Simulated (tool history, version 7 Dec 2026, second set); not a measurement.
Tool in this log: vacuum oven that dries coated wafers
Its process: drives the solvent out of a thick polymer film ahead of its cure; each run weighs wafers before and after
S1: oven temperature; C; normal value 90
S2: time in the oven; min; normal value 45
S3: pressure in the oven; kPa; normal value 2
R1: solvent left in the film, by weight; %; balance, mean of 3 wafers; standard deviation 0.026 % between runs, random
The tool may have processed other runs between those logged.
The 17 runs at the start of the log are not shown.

run,day,S1,S2,S3,R1
18,6.133,97,45,2,0.99
19,6.433,90,45,2.94,2.19
20,6.908,77,51,2.94,5.01
21,7.204,105,32,2.94,1
22,7.467,89,45,2.52,2.17
23,7.696,89,45,2.52,2.17
24,8.021,82,31,3.35,6.11
25,8.438,102,31,4.61,1.82
26,8.783,102,31,4.61,1.84
# day 8.917: oven's thermocouples calibrated
27,9.388,102,31,4.61,1.91
28,9.829,92,31,2,2.64
29,10.142,99,34,4.69,2.18
30,10.583,99,34,4.69,2.18
31,10.821,99,34,4.69,2.16
32,11.192,99,34,4.69,2.23
33,11.717,99,81,1.76,0.64
34,12.071,81,45,4.47,5.5
# day 12.183: oven's thermocouples calibrated, once more
35,12.408,81,45,4.47,5.07
36,12.733,81,45,4.47,5.07
37,13.171,90,30,2,3
38,13.446,90,51,2.12,1.49

3 options for the next run, each taken on its own from the tool as it stands now. Forecast them:
A,13.688,93,51,2.12,?
B,13.688,81,51,2.12,?
C,13.688,95,28,1.49,?

run,R1
A,1.23
B,3.06
C,1.95
With the hidden condition removed and each run's random variation left untouched, the same runs would have given:
run,R1
A,1.17
B,2.93
C,1.87
